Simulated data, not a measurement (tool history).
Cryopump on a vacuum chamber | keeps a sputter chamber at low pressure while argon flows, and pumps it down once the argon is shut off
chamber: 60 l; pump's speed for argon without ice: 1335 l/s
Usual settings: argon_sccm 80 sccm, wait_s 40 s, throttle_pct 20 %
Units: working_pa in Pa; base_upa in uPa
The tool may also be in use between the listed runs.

run 1 day=0.000 | argon_sccm=80 wait_s=40 throttle_pct=20 | working_pa=0.5402 base_upa=2.97
run 2 day=1.562 | argon_sccm=80 wait_s=40 throttle_pct=20 | working_pa=0.5500 base_upa=3.03
run 3 day=2.858 | argon_sccm=80 wait_s=40 throttle_pct=20 | working_pa=0.5505 base_upa=3.09
run 4 day=4.217 | argon_sccm=122 wait_s=40 throttle_pct=20 | working_pa=0.8411 base_upa=3.05
run 5 day=5.862 | argon_sccm=80 wait_s=40 throttle_pct=20 | working_pa=0.5564 base_upa=3.14
-- day=6.175 leaking fittings of the chamber tightened, without venting
run 6 day=7.096 | argon_sccm=80 wait_s=40 throttle_pct=20 | working_pa=0.5536 base_upa=1.90
run 7 day=8.129 | argon_sccm=80 wait_s=40 throttle_pct=20 | working_pa=0.5548 base_upa=1.81
-- day=8.562 pump warmed up, emptied and cooled again
run 8 day=10.038 | argon_sccm=80 wait_s=40 throttle_pct=20 | working_pa=0.5135 base_upa=1.70
run 9 day=11.346 | argon_sccm=80 wait_s=40 throttle_pct=20 | working_pa=0.5110 base_upa=1.80
run 10 day=12.462 | argon_sccm=80 wait_s=40 throttle_pct=20 | working_pa=0.5133 base_upa=1.82
run 11 day=13.742 | argon_sccm=80 wait_s=40 throttle_pct=20 | working_pa=0.5126 base_upa=1.84
run 12 day=15.117 | argon_sccm=80 wait_s=40 throttle_pct=20 | working_pa=0.5110 base_upa=1.78
run 13 day=16.296 | argon_sccm=80 wait_s=65 throttle_pct=20 | working_pa=0.5144 base_upa=1.25
run 14 day=17.150 | argon_sccm=80 wait_s=298 throttle_pct=20 | working_pa=0.5109 base_upa=0.54
run 15 day=18.529 | argon_sccm=80 wait_s=40 throttle_pct=17 | working_pa=0.6034 base_upa=1.84
run 16 day=19.642 | argon_sccm=80 wait_s=40 throttle_pct=17 | working_pa=0.6030 base_upa=1.94
run 17 day=21.192 | argon_sccm=80 wait_s=40 throttle_pct=17 | working_pa=0.6035 base_upa=1.85
run 18 day=22.558 | argon_sccm=43 wait_s=83 throttle_pct=36 | working_pa=0.1576 base_upa=1.07
run 19 day=24.229 | argon_sccm=43 wait_s=83 throttle_pct=36 | working_pa=0.1576 base_upa=1.14
run 20 day=25.779 | argon_sccm=43 wait_s=20 throttle_pct=39 | working_pa=0.1461 base_upa=3.46
run 21 day=26.908 | argon_sccm=42 wait_s=143 throttle_pct=16 | working_pa=0.3378 base_upa=0.87
run 22 day=28.638 | argon_sccm=94 wait_s=143 throttle_pct=16 | working_pa=0.7625 base_upa=0.91
run 23 day=29.838 | argon_sccm=41 wait_s=21 throttle_pct=31 | working_pa=0.1751 base_upa=3.34
run 24 day=30.796 | argon_sccm=41 wait_s=21 throttle_pct=31 | working_pa=0.1755 base_upa=3.36
run 25 day=31.708 | argon_sccm=152 wait_s=83 throttle_pct=20 | working_pa=0.9946 base_upa=1.25
run 26 day=33.488 | argon_sccm=49 wait_s=26 throttle_pct=57 | working_pa=0.1192 base_upa=2.75
run 27 day=35.117 | argon_sccm=147 wait_s=141 throttle_pct=56 | working_pa=0.3638 base_upa=0.98
run 28 day=36.500 | argon_sccm=65 wait_s=40 throttle_pct=19 | working_pa=0.4467 base_upa=2.06
run 29 day=37.971 | argon_sccm=65 wait_s=40 throttle_pct=19 | working_pa=0.4484 base_upa=2.08
run 30 day=39.854 | argon_sccm=132 wait_s=43 throttle_pct=19 | working_pa=0.9173 base_upa=1.99
run 31 day=40.788 | argon_sccm=132 wait_s=169 throttle_pct=24 | working_pa=0.7359 base_upa=0.99
run 32 day=42.638 | argon_sccm=132 wait_s=41 throttle_pct=30 | working_pa=0.5945 base_upa=2.07
run 33 day=43.950 | argon_sccm=132 wait_s=41 throttle_pct=30 | working_pa=0.6002 base_upa=2.07
run 34 day=45.054 | argon_sccm=132 wait_s=41 throttle_pct=30 | working_pa=0.5989 base_upa=2.11

Some steps in working_pa between neighbouring runs. How much of each would the tool show without its hidden state too (settings, what came in, random variation), and how much is left for the hidden state, with any gauge scatter that isn't in both results?
The hidden state here: pump's speed, % of a pump's without ice; cold plate's temperature, K; leak into the chamber, uPa l/s; drift of the gauge itself on working_pa, %; drift of the gauge itself on base_upa, %.
Run 3 -> 4: argon_sccm 80 -> 122. working_pa +0.2906 Pa: hidden state +0.0251, all else +0.2655.
Run 7 -> 8: pump warmed up, emptied and cooled again. working_pa -0.0413 Pa: hidden state -0.0463, all else +0.0050.
Run 22 -> 23: argon_sccm 94 -> 41, wait_s 143 -> 21, throttle_pct 16 -> 31. working_pa -0.5874 Pa: hidden state -0.0088, all else -0.5786.
Run 24 -> 25: argon_sccm 41 -> 152, wait_s 21 -> 83, throttle_pct 31 -> 20. working_pa +0.8191 Pa: hidden state +0.0226, all else +0.7965.
Run 25 -> 26: argon_sccm 152 -> 49, wait_s 83 -> 26, throttle_pct 20 -> 57. working_pa -0.8754 Pa: hidden state -0.0199, all else -0.8555.
Run 26 -> 27: argon_sccm 49 -> 147, wait_s 26 -> 141, throttle_pct 57 -> 56. working_pa +0.2446 Pa: hidden state +0.0231, all else +0.2215.
